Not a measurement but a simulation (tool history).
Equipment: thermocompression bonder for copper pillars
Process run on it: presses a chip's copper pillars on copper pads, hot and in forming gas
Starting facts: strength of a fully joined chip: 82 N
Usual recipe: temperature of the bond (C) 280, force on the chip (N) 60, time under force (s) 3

run   hour  temperature of the bond (C)  force on the chip (N)  time under force (s)  force that shears a chip off (N)
  1      0                          280                     60                     3                              48.6
  2    9.4                          280                     60                     7                              60.7
  3   15.1                          280                     60                     4                              52.7
  4   24.3                          280                     60                     3                              48.3
  5     29                          280                     60                     3                              48.2
  6   35.8                          280                     60                     3                              48.2
  7   41.3                          280                     60                     3                                48
  8     51                          280                     60                     3                                48
  9   57.1                          280                     60                     3                              47.9
 10   62.1                          280                     60                     3                              48.3
 11   71.1                          280                     60                     3                              48.3
      73.5  -- force cell calibrated
 12   78.4                          280                     38                     2                              30.9
 13     85                          275                     57                     3                              44.5
 14   91.5                          266                     71                     6                              55.1
 15  100.8                          283                     89                     3                              59.6
 16    108                          284                     50                     7                              57.4
 17    118                          284                     50                     7                              57.1
 18  125.5                          296                     39                     5                              51.9
     131.9  -- force cell calibrated, once more
 19  135.8                          305                     42                     3                              50.6
 20  143.5                          286                     42                     3                                41
 21  151.2                          286                     42                     3                              40.8

Forecast each of these 4 alternatives for the next run:
  A  161.5                          286                     55                     3                                 ?
  B  161.5                          272                     60                     3                                 ?
  C  161.5                          296                     40                     2                                 ?
  D  161.5                          302                     60                     3                                 ?

run  force that shears a chip off (N)
  A                              47.7
  B                              42.9
  C                              39.4
  D                                58
Without the tool's unlogged condition, the same runs would have read:
run  force that shears a chip off (N)
  A                              45.9
  B                              40.9
  C                              37.6
  D                              56.9

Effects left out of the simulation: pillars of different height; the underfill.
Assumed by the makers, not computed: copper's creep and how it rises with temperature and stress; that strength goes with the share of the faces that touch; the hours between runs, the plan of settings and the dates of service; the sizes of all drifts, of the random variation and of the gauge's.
